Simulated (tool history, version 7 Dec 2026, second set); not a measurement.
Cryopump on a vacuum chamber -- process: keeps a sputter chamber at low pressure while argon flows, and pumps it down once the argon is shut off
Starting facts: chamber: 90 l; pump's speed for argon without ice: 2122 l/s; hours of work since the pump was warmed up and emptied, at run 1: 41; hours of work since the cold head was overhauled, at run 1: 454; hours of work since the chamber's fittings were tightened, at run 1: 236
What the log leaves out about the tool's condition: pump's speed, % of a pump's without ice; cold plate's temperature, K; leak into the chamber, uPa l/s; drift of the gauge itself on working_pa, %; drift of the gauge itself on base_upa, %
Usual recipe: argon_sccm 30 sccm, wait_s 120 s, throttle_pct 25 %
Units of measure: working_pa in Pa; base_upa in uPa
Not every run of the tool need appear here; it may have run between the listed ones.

run,day,argon_sccm,wait_s,throttle_pct,hours of work since the pump was warmed up and emptied,hours of work since the cold head was overhauled,hours of work since the chamber's fittings were tightened,working_pa,base_upa
1,0,30,120,25,41,454,236,0.0971,0.49
2,1,30,26,25,62,475,257,0.0967,1.4
3,2.058,48,26,25,85,497,279,0.1553,1.39
4,3.571,30,120,25,116,528,311,0.0985,0.52
5,4.496,30,120,25,136,548,330,0.0998,0.53
6,6.229,30,233,25,172,584,367,0.0993,0.44
7,7.575,23,120,25,200,612,395,0.077,0.58
8,8.867,44,120,25,227,639,422,0.1475,0.58
9,10.85,30,120,25,269,681,463,0.1012,0.62
10,12.15,30,120,25,296,708,490,0.1027,0.65
11,13.392,30,35,25,322,734,516,0.1038,1.29
# day 15.525: pump warmed up, emptied and cooled again
12,15.538,30,120,25,0,774,557,0.0964,0.57
13,16.846,30,120,25,28,802,584,0.0968,0.59
14,18.975,30,120,25,72,846,629,0.0977,0.64
15,20.221,30,120,27,98,872,655,0.0904,0.64
16,21.329,30,39,25,121,896,678,0.0989,1.18
17,22.633,30,21,17,149,923,705,0.1428,1.83
18,23.512,30,21,17,167,941,724,0.1453,1.88
19,25.317,20,20,24,205,979,762,0.0691,1.97
20,26.704,20,20,24,234,1008,791,0.0707,1.98
21,28.575,30,44,28,273,1047,830,0.0928,1.13
22,29.529,30,44,28,293,1067,850,0.0909,1.22
23,31.35,16,164,25,331,1105,888,0.0563,0.7
24,32.621,21,120,16,358,1132,914,0.1112,0.77
# day 33.138: pump warmed up, emptied and cooled again
25,33.812,28,198,23,14,1153,935,0.0976,0.6
26,35.75,55,50,22,55,1193,976,0.2033,1.07
27,36.721,18,167,25,75,1213,996,0.0582,0.64

Predict each of these 4 candidate next runs independently; none follows another, all start after run 27:
A,38.533,18,39,25,113,1251,1034,?,?
B,38.533,30,120,33,113,1251,1034,?,?
C,38.533,53,120,29,113,1251,1034,?,?
D,38.533,22,64,31,113,1251,1034,?,?

run,working_pa,base_upa
A,0.0598,1.22
B,0.0747,0.78
C,0.1508,0.77
D,0.0585,0.98
Without the tool's hidden state the same runs would have given:
run,working_pa,base_upa
A,0.058,0.88
B,0.0718,0.41
C,0.1457,0.41
D,0.0564,0.62
